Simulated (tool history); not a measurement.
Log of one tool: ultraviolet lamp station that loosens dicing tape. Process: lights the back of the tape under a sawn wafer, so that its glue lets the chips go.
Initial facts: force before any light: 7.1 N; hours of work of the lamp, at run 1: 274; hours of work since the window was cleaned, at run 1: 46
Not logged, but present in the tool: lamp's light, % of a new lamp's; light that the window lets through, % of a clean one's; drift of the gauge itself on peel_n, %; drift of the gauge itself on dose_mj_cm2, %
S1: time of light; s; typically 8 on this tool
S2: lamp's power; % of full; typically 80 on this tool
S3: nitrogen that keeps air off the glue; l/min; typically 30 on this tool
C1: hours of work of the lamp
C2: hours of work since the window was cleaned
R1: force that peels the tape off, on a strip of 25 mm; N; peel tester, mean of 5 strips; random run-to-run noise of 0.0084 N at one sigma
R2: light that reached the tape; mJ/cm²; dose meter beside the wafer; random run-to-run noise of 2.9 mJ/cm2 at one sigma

Run 1, hour 0: usual settings; C1 274; C2 46. Result: R1 0.444 N, R2 345 mJ/cm².
Run 2, hour 21.2: usual settings; C1 286; C2 59. Result: R1 0.476 N, R2 350 mJ/cm².
Run 3, hour 44.4: usual settings; C1 301; C2 73. Result: R1 0.447 N, R2 339 mJ/cm².
Run 4, hour 72.3: usual settings; C1 318; C2 90. Result: R1 0.478 N, R2 340 mJ/cm².
Run 5, hour 93: usual settings but S2 85 % of full; C1 330; C2 103. Result: R1 0.418 N, R2 349 mJ/cm².
Run 6, hour 121.4: usual settings but S2 68 % of full, S3 16 l/min; C1 347; C2 120. Result: R1 1.064 N, R2 280 mJ/cm².
Run 7, hour 137: usual settings; C1 357; C2 130. Result: R1 0.536 N, R2 325 mJ/cm².
Run 8, hour 150.8: usual settings; C1 365; C2 138. Result: R1 0.547 N, R2 322 mJ/cm².
Run 9, hour 167.3: usual settings but S2 91 % of full, S3 13 l/min; C1 375; C2 148. Result: R1 0.785 N, R2 358 mJ/cm².
Run 10, hour 190.2: usual settings but S2 91 % of full, S3 13 l/min; C1 389; C2 162. Result: R1 0.838 N, R2 356 mJ/cm².

Each row is a separate what-if for the run after 10, all from the same tool condition, not one after another. Results?
Run A, hour 209.9: usual settings but S2 99 % of full, S3 13 l/min; C1 401; C2 174. Result: R1 ?, R2 ?.
Run B, hour 209.9: usual settings but S2 93 % of full, S3 17 l/min; C1 401; C2 174. Result: R1 ?, R2 ?.
Run C, hour 209.9: usual settings but S1 5 s, S2 74 % of full, S3 11 l/min; C1 401; C2 174. Result: R1 ?, R2 ?.

run     R1   R2
  A  0.728  375
  B   0.65  354
  C  2.449  176
With no hidden state in the tool, these same runs would have given:
run     R1   R2
  A  0.417  515
  B  0.373  485
  C  1.682  242

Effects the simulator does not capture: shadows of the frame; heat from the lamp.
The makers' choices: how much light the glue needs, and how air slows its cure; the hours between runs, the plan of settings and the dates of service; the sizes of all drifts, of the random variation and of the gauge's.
